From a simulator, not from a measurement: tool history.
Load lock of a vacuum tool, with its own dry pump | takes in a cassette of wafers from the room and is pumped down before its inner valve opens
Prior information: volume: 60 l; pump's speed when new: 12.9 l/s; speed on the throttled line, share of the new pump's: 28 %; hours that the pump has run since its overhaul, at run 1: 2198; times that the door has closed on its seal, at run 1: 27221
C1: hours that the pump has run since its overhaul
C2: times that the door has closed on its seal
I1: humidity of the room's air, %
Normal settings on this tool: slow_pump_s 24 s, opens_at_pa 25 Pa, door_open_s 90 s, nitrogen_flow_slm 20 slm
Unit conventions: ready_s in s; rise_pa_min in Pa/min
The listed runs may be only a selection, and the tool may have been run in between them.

run 1 hour=0 | slow_pump_s=24 opens_at_pa=25 door_open_s=90 nitrogen_flow_slm=20 | C1=2198 C2=27221 | I1=45.8 | ready_s=55.9 rise_pa_min=0.132
run 2 hour=138 | slow_pump_s=24 opens_at_pa=25 door_open_s=90 nitrogen_flow_slm=16 | C1=2336 C2=27736 | I1=42.5 | ready_s=57.4 rise_pa_min=0.139
run 3 hour=281.3 | slow_pump_s=24 opens_at_pa=25 door_open_s=90 nitrogen_flow_slm=16 | C1=2479 C2=28271 | I1=44.2 | ready_s=56.6 rise_pa_min=0.145
run 4 hour=415.9 | slow_pump_s=28 opens_at_pa=25 door_open_s=90 nitrogen_flow_slm=16 | C1=2614 C2=28774 | I1=44.4 | ready_s=59.5 rise_pa_min=0.137
run 5 hour=557 | slow_pump_s=28 opens_at_pa=25 door_open_s=90 nitrogen_flow_slm=16 | C1=2755 C2=29301 | I1=46.1 | ready_s=59.5 rise_pa_min=0.149
run 6 hour=701.3 | slow_pump_s=28 opens_at_pa=25 door_open_s=90 nitrogen_flow_slm=16 | C1=2899 C2=29841 | I1=46.9 | ready_s=59.2 rise_pa_min=0.154
run 7 hour=945.2 | slow_pump_s=28 opens_at_pa=25 door_open_s=90 nitrogen_flow_slm=16 | C1=3143 C2=30752 | I1=43.6 | ready_s=59.1 rise_pa_min=0.157
run 8 hour=1168.5 | slow_pump_s=24 opens_at_pa=25 door_open_s=155 nitrogen_flow_slm=20 | C1=3367 C2=31586 | I1=43.9 | ready_s=57.4 rise_pa_min=0.163
run 9 hour=1417.9 | slow_pump_s=24 opens_at_pa=25 door_open_s=155 nitrogen_flow_slm=20 | C1=3616 C2=32518 | I1=45.1 | ready_s=56.9 rise_pa_min=0.179
run 10 hour=1631.1 | slow_pump_s=24 opens_at_pa=25 door_open_s=90 nitrogen_flow_slm=20 | C1=3829 C2=33314 | I1=45.6 | ready_s=57.7 rise_pa_min=0.175
run 11 hour=1810.4 | slow_pump_s=24 opens_at_pa=35 door_open_s=90 nitrogen_flow_slm=20 | C1=4009 C2=33984 | I1=45.9 | ready_s=55 rise_pa_min=0.186
run 12 hour=2066.8 | slow_pump_s=24 opens_at_pa=35 door_open_s=90 nitrogen_flow_slm=20 | C1=4265 C2=34942 | I1=43.3 | ready_s=57.1 rise_pa_min=0.193
run 13 hour=2337.9 | slow_pump_s=24 opens_at_pa=35 door_open_s=90 nitrogen_flow_slm=20 | C1=4536 C2=35955 | I1=45.7 | ready_s=56.3 rise_pa_min=0.198
run 14 hour=2542.3 | slow_pump_s=22 opens_at_pa=35 door_open_s=90 nitrogen_flow_slm=20 | C1=4740 C2=36718 | I1=45.7 | ready_s=54.6 rise_pa_min=0.206
run 15 hour=2785.4 | slow_pump_s=22 opens_at_pa=35 door_open_s=90 nitrogen_flow_slm=20 | C1=4984 C2=37626 | I1=45.3 | ready_s=54.9 rise_pa_min=0.218
run 16 hour=2925 | slow_pump_s=22 opens_at_pa=35 door_open_s=90 nitrogen_flow_slm=20 | C1=5123 C2=38148 | I1=43.4 | ready_s=54 rise_pa_min=0.221
-- hour=2961.8 door's seal changed, seat wiped
run 17 hour=3057.8 | slow_pump_s=22 opens_at_pa=35 door_open_s=90 nitrogen_flow_slm=20 | C1=5254 C2=359 | I1=43.7 | ready_s=54.5 rise_pa_min=0.016
run 18 hour=3266.1 | slow_pump_s=22 opens_at_pa=35 door_open_s=90 nitrogen_flow_slm=20 | C1=5463 C2=1137 | I1=43.3 | ready_s=54.4 rise_pa_min=0.016
run 19 hour=3501.8 | slow_pump_s=22 opens_at_pa=35 door_open_s=90 nitrogen_flow_slm=20 | C1=5698 C2=2018 | I1=41.8 | ready_s=54.9 rise_pa_min=0.02
run 20 hour=3695.1 | slow_pump_s=28 opens_at_pa=25 door_open_s=90 nitrogen_flow_slm=20 | C1=5892 C2=2740 | I1=48.8 | ready_s=60 rise_pa_min=0.019
run 21 hour=3858.1 | slow_pump_s=28 opens_at_pa=25 door_open_s=90 nitrogen_flow_slm=20 | C1=6055 C2=3349 | I1=43.9 | ready_s=61.3 rise_pa_min=0.02
run 22 hour=4002.4 | slow_pump_s=24 opens_at_pa=25 door_open_s=42 nitrogen_flow_slm=20 | C1=6199 C2=3888 | I1=45.4 | ready_s=57.6 rise_pa_min=0.017
run 23 hour=4252.5 | slow_pump_s=37 opens_at_pa=25 door_open_s=155 nitrogen_flow_slm=20 | C1=6449 C2=4822 | I1=46.3 | ready_s=68.1 rise_pa_min=0.03
run 24 hour=4430.3 | slow_pump_s=37 opens_at_pa=25 door_open_s=26 nitrogen_flow_slm=20 | C1=6627 C2=5487 | I1=44 | ready_s=68 rise_pa_min=0.015
run 25 hour=4608.4 | slow_pump_s=37 opens_at_pa=32 door_open_s=26 nitrogen_flow_slm=32 | C1=6805 C2=6152 | I1=46.6 | ready_s=65.9 rise_pa_min=0.011
run 26 hour=4747.5 | slow_pump_s=24 opens_at_pa=25 door_open_s=146 nitrogen_flow_slm=38 | C1=6944 C2=6672 | I1=45.2 | ready_s=58.5 rise_pa_min=0.028
run 27 hour=4944.6 | slow_pump_s=24 opens_at_pa=25 door_open_s=146 nitrogen_flow_slm=38 | C1=7141 C2=7408 | I1=45.3 | ready_s=57.6 rise_pa_min=0.033
run 28 hour=5159.4 | slow_pump_s=24 opens_at_pa=25 door_open_s=178 nitrogen_flow_slm=20 | C1=7356 C2=8210 | I1=48.4 | ready_s=58.6 rise_pa_min=0.038
run 29 hour=5400.9 | slow_pump_s=24 opens_at_pa=25 door_open_s=178 nitrogen_flow_slm=20 | C1=7598 C2=9113 | I1=43 | ready_s=58.4 rise_pa_min=0.039
run 30 hour=5616.9 | slow_pump_s=24 opens_at_pa=25 door_open_s=178 nitrogen_flow_slm=20 | C1=7814 C2=9920 | I1=46.4 | ready_s=59 rise_pa_min=0.041
run 31 hour=5891.1 | slow_pump_s=24 opens_at_pa=25 door_open_s=178 nitrogen_flow_slm=20 | C1=8088 C2=10944 | I1=44.8 | ready_s=59 rise_pa_min=0.046
run 32 hour=6124.1 | slow_pump_s=24 opens_at_pa=25 door_open_s=128 nitrogen_flow_slm=20 | C1=8321 C2=11814 | I1=45.2 | ready_s=59.3 rise_pa_min=0.045
run 33 hour=6271.6 | slow_pump_s=31 opens_at_pa=26 door_open_s=90 nitrogen_flow_slm=20 | C1=8468 C2=12365 | I1=47.7 | ready_s=63.8 rise_pa_min=0.048
run 34 hour=6382.9 | slow_pump_s=26 opens_at_pa=26 door_open_s=90 nitrogen_flow_slm=20 | C1=8579 C2=12781 | I1=45.4 | ready_s=60.1 rise_pa_min=0.047

Each row is a separate what-if for the run after 34, all from the same tool condition, not one after another. Results?
run A hour=6589.8 | slow_pump_s=24 opens_at_pa=22 door_open_s=121 nitrogen_flow_slm=4 | C1=8786 C2=13554 | I1=46.1 | ready_s=? rise_pa_min=?
run B hour=6589.8 | slow_pump_s=48 opens_at_pa=26 door_open_s=90 nitrogen_flow_slm=13 | C1=8786 C2=13554 | I1=44.9 | ready_s=? rise_pa_min=?
run C hour=6589.8 | slow_pump_s=26 opens_at_pa=20 door_open_s=90 nitrogen_flow_slm=8 | C1=8786 C2=13554 | I1=47.2 | ready_s=? rise_pa_min=?
run D hour=6589.8 | slow_pump_s=24 opens_at_pa=25 door_open_s=84 nitrogen_flow_slm=20 | C1=8786 C2=13554 | I1=44.2 | ready_s=? rise_pa_min=?
run E hour=6589.8 | slow_pump_s=27 opens_at_pa=48 door_open_s=90 nitrogen_flow_slm=20 | C1=8786 C2=13554 | I1=44.1 | ready_s=? rise_pa_min=?

run=A ready_s=59.5 rise_pa_min=0.066
run=B ready_s=75.3 rise_pa_min=0.05
run=C ready_s=62.1 rise_pa_min=0.061
run=D ready_s=59.6 rise_pa_min=0.054
run=E ready_s=57.4 rise_pa_min=0.056
With no hidden state in the tool, these same runs would have given:
run=A ready_s=56.1 rise_pa_min=0.03
run=B ready_s=72.7 rise_pa_min=0.015
run=C ready_s=58.8 rise_pa_min=0.026
run=D ready_s=56.3 rise_pa_min=0.018
run=E ready_s=54.5 rise_pa_min=0.019

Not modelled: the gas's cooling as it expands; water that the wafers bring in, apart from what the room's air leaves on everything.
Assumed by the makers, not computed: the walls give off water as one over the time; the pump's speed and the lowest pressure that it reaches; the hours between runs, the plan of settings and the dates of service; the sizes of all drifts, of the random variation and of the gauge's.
